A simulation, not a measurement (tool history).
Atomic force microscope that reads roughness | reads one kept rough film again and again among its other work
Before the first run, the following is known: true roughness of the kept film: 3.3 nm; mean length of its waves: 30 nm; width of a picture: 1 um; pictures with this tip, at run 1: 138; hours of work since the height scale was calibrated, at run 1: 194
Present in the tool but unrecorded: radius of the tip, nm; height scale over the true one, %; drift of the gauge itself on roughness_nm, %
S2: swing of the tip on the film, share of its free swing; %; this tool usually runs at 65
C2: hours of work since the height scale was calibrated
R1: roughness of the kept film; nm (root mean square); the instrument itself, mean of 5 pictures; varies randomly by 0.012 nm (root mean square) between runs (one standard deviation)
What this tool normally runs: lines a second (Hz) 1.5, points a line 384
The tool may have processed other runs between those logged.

Run 1, hour 0: usual settings; pictures with this tip 138; C2 194. Result: R1 2.261 nm (root mean square).
Run 2, hour 13.6: usual settings but points a line 556; pictures with this tip 156; C2 202. Result: R1 2.197 nm (root mean square).
At hour 23.4: new tip fitted.
Run 3, hour 33.2: usual settings but points a line 556; pictures with this tip 13; C2 213. Result: R1 2.667 nm (root mean square).
Run 4, hour 51.7: usual settings but points a line 556; pictures with this tip 38; C2 224. Result: R1 2.577 nm (root mean square).
Run 5, hour 69.7: usual settings but points a line 556; pictures with this tip 62; C2 235. Result: R1 2.485 nm (root mean square).
Run 6, hour 83.8: usual settings; pictures with this tip 81; C2 243. Result: R1 2.431 nm (root mean square).
Run 7, hour 102.5: usual settings; pictures with this tip 106; C2 254. Result: R1 2.36 nm (root mean square).
Run 8, hour 115.2: usual settings; pictures with this tip 123; C2 262. Result: R1 2.314 nm (root mean square).
Run 9, hour 126.4: usual settings but lines a second (Hz) 0.52; pictures with this tip 139; C2 268. Result: R1 2.322 nm (root mean square).
Run 10, hour 141.7: usual settings but points a line 865; pictures with this tip 159; C2 278. Result: R1 2.243 nm (root mean square).
At hour 149.3: new tip fitted.
Run 11, hour 156: usual settings but points a line 865; pictures with this tip 9; C2 286. Result: R1 2.743 nm (root mean square).
Run 12, hour 167.5: usual settings but lines a second (Hz) 0.6, S2 76 %, points a line 424; pictures with this tip 24; C2 292. Result: R1 2.688 nm (root mean square).
Run 13, hour 178.7: usual settings but lines a second (Hz) 1.34, points a line 667; pictures with this tip 39; C2 299. Result: R1 2.64 nm (root mean square).
Run 14, hour 190.3: usual settings but lines a second (Hz) 3.34, S2 83 %, points a line 730; pictures with this tip 55; C2 306. Result: R1 2.096 nm (root mean square).
Run 15, hour 209.5: usual settings but lines a second (Hz) 2.38, S2 85 %, points a line 583; pictures with this tip 81; C2 317. Result: R1 2.121 nm (root mean square).

Below are 5 alternative next runs, each starting from the tool's condition after run 15. Predict each:
Run A, hour 221.1: usual settings but S2 73 %, points a line 308; pictures with this tip 97; C2 324. Result: R1 ?.
Run B, hour 221.1: usual settings but S2 75 %, points a line 761; pictures with this tip 97; C2 324. Result: R1 ?.
Run C, hour 221.1: usual settings but lines a second (Hz) 0.93, S2 59 %, points a line 538; pictures with this tip 97; C2 324. Result: R1 ?.
Run D, hour 221.1: usual settings but lines a second (Hz) 2.73; pictures with this tip 97; C2 324. Result: R1 ?.
Run E, hour 221.1: usual settings but S2 61 %; pictures with this tip 97; C2 324. Result: R1 ?.

run     R1
  A  2.333
  B  2.327
  C   2.47
  D  2.317
  E   2.44
Take away the tool's hidden state, keep each run's random variation, and the runs would have read:
run     R1
  A   2.66
  B  2.653
  C  2.815
  D  2.641
  E  2.781
